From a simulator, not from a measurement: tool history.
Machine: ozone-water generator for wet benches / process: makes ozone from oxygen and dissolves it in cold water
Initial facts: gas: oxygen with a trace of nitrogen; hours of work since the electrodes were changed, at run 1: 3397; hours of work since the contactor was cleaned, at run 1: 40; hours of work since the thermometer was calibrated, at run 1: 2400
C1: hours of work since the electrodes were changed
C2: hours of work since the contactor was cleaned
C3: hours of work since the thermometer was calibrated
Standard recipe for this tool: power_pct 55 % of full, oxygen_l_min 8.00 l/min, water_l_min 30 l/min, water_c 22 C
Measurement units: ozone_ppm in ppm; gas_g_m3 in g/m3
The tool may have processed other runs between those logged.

{"run": 1, "hour": 0.0, "power_pct": 55, "oxygen_l_min": 8.0, "water_l_min": 30, "water_c": 22, "C1": 3397, "C2": 40, "C3": 2400, "ozone_ppm": 10.8, "gas_g_m3": 111.2}
{"run": 2, "hour": 54.6, "power_pct": 55, "oxygen_l_min": 8.0, "water_l_min": 30, "water_c": 22, "C1": 3441, "C2": 83, "C3": 2443, "ozone_ppm": 10.8, "gas_g_m3": 111.2}
{"run": 3, "hour": 125.2, "power_pct": 46, "oxygen_l_min": 8.0, "water_l_min": 30, "water_c": 22, "C1": 3497, "C2": 139, "C3": 2499, "ozone_ppm": 9.4, "gas_g_m3": 98.3}
{"run": 4, "hour": 204.6, "power_pct": 46, "oxygen_l_min": 8.0, "water_l_min": 30, "water_c": 22, "C1": 3560, "C2": 202, "C3": 2562, "ozone_ppm": 9.3, "gas_g_m3": 98.2}
{"run": 5, "hour": 268.0, "power_pct": 55, "oxygen_l_min": 8.0, "water_l_min": 43, "water_c": 22, "C1": 3610, "C2": 252, "C3": 2612, "ozone_ppm": 7.7, "gas_g_m3": 111.3}
{"run": 6, "hour": 372.9, "power_pct": 55, "oxygen_l_min": 8.0, "water_l_min": 43, "water_c": 22, "C1": 3693, "C2": 336, "C3": 2695, "ozone_ppm": 7.7, "gas_g_m3": 109.9}
{"run": 7, "hour": 431.7, "power_pct": 55, "oxygen_l_min": 8.0, "water_l_min": 43, "water_c": 22, "C1": 3740, "C2": 382, "C3": 2742, "ozone_ppm": 8.0, "gas_g_m3": 110.5}
{"run": 8, "hour": 515.7, "power_pct": 55, "oxygen_l_min": 8.0, "water_l_min": 43, "water_c": 22, "C1": 3806, "C2": 449, "C3": 2809, "ozone_ppm": 8.0, "gas_g_m3": 111.8}
{"run": 9, "hour": 621.9, "power_pct": 55, "oxygen_l_min": 8.0, "water_l_min": 43, "water_c": 22, "C1": 3890, "C2": 533, "C3": 2893, "ozone_ppm": 7.9, "gas_g_m3": 111.7}
{"run": 10, "hour": 725.1, "power_pct": 52, "oxygen_l_min": 6.28, "water_l_min": 43, "water_c": 23, "C1": 3972, "C2": 615, "C3": 2975, "ozone_ppm": 7.2, "gas_g_m3": 118.5}
{"run": 11, "hour": 805.3, "power_pct": 73, "oxygen_l_min": 12.8, "water_l_min": 27, "water_c": 17, "C1": 4036, "C2": 678, "C3": 3038, "ozone_ppm": 15.0, "gas_g_m3": 107.9}
{"run": 12, "hour": 888.2, "power_pct": 49, "oxygen_l_min": 8.0, "water_l_min": 32, "water_c": 23, "C1": 4102, "C2": 744, "C3": 3104, "ozone_ppm": 9.1, "gas_g_m3": 102.3}
{"run": 13, "hour": 955.7, "power_pct": 44, "oxygen_l_min": 8.0, "water_l_min": 21, "water_c": 22, "C1": 4155, "C2": 798, "C3": 3157, "ozone_ppm": 11.5, "gas_g_m3": 93.9}

Here are 4 independent what-if runs from the current tool condition. What would each one return?
{"run": "A", "hour": 1057.5, "power_pct": 84, "oxygen_l_min": 8.0, "water_l_min": 30, "water_c": 26, "C1": 4236, "C2": 878, "C3": 3238, "ozone_ppm": "?", "gas_g_m3": "?"}
{"run": "B", "hour": 1057.5, "power_pct": 44, "oxygen_l_min": 8.0, "water_l_min": 34, "water_c": 26, "C1": 4236, "C2": 878, "C3": 3238, "ozone_ppm": "?", "gas_g_m3": "?"}
{"run": "C", "hour": 1057.5, "power_pct": 51, "oxygen_l_min": 10.43, "water_l_min": 28, "water_c": 22, "C1": 4236, "C2": 878, "C3": 3238, "ozone_ppm": "?", "gas_g_m3": "?"}
{"run": "D", "hour": 1057.5, "power_pct": 55, "oxygen_l_min": 10.6, "water_l_min": 30, "water_c": 22, "C1": 4236, "C2": 878, "C3": 3238, "ozone_ppm": "?", "gas_g_m3": "?"}

run=A ozone_ppm=13.2 gas_g_m3=148.6
run=B ozone_ppm=7.7 gas_g_m3=94.0
run=C ozone_ppm=10.4 gas_g_m3=93.1
run=D ozone_ppm=10.2 gas_g_m3=96.0
Without the tool's hidden state the same runs would have given:
run=A ozone_ppm=14.6 gas_g_m3=161.8
run=B ozone_ppm=8.2 gas_g_m3=98.8
run=C ozone_ppm=11.1 gas_g_m3=98.6
run=D ozone_ppm=11.0 gas_g_m3=102.1
